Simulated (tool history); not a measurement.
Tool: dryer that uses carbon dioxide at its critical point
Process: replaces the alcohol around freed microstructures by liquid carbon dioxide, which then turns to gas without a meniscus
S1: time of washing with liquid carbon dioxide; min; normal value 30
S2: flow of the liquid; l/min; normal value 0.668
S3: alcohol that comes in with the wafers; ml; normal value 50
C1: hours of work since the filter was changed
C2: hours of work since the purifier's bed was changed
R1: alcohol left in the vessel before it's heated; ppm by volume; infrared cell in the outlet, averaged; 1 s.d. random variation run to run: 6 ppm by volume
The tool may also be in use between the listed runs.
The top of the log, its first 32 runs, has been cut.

run	hour	S1	S2	S3	C1	C2	R1
33	273.3	36	0.515	36	424	400	331
34	280.9	36	0.429	59	429	406	920
35	286.1	36	0.429	59	433	410	944
36	294.2	36	0.429	59	440	416	896
37	303.9	33	0.439	59	447	424	1084
38	312.7	21	0.504	82	454	430	2877
39	320.6	37	0.418	23	460	436	406
40	326.9	30	0.739	50	464	441	238
41	334.7	44	0.485	96	470	447	523
42	345.1	18	0.556	115	478	455	4544
43	355.2	22	0.661	46	486	463	792
44	360.7	29	0.563	84	490	467	1094
45	365.4	19	0.455	50	494	470	2625
46	376.6	36	0.668	50	502	479	191
47	383.3	36	0.668	50	507	484	203

Consider 4 possible next runs. They are alternatives, not a sequence: every one starts from the tool as it was left by run 47. What does each give?
A	392.1	26	0.757	23	514	491	?
B	392.1	20	0.668	26	514	491	?
C	392.1	36	0.563	50	514	491	?
D	392.1	38	0.668	50	514	491	?

run	R1
A	212
B	587
C	362
D	172
The same runs, with their run-to-run variation unchanged, on a tool lacking any hidden condition would have given:
run	R1
A	108
B	438
C	227
D	75

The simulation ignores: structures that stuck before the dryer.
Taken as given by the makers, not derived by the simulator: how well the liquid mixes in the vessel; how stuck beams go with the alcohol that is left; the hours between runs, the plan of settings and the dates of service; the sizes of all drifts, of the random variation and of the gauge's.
